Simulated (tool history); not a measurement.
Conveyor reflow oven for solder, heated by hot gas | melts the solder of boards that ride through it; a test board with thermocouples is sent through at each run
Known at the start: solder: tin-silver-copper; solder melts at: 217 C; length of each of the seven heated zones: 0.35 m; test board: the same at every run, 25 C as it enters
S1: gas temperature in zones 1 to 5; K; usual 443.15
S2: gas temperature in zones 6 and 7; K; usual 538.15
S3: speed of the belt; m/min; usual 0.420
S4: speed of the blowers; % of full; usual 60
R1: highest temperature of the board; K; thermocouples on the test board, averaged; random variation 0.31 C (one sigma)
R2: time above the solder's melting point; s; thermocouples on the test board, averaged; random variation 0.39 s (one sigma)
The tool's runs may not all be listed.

run   hour      S1      S2     S3  S4      R1    R2
  1    0.0  443.15  538.15  0.420  60  522.15  70.7
  2   31.9  434.15  538.15  0.420  60  520.95  66.1
  3   86.1  443.15  538.15  0.420  70  523.25  72.5
  4  149.8  443.15  538.15  0.420  70  523.65  72.4
     205.2  -- flux residue cleaned out of gas plates and filters
  5  209.4  443.15  538.15  0.420  70  525.65  76.6
  6  258.1  443.15  538.15  0.420  52  522.25  71.0
  7  315.5  443.15  538.15  0.420  52  521.65  70.8
  8  356.8  443.15  538.15  0.420  52  521.45  70.6
  9  386.2  443.15  538.15  0.420  52  521.45  70.1
 10  433.4  443.15  538.15  0.420  52  520.75  69.3
 11  485.2  443.15  538.15  0.420  52  520.15  69.4
 12  549.7  443.15  538.15  0.429  60  521.45  69.2
 13  616.7  443.15  538.15  0.429  60  520.55  68.8
 14  664.6  443.15  538.15  0.429  60  520.75  68.3
 15  720.4  443.15  538.15  0.429  60  519.85  67.5

Run 16 comes next. What will it give?
     745.1  -- belt drive overhauled, speed set with a stopwatch
 16  786.3  443.15  538.15  0.429  60   ?   ?

R1: 519.35 K
R2: 67.8 s
Without the tool's hidden state the same run would have given R1 524.65 K, R2 72.7 s.

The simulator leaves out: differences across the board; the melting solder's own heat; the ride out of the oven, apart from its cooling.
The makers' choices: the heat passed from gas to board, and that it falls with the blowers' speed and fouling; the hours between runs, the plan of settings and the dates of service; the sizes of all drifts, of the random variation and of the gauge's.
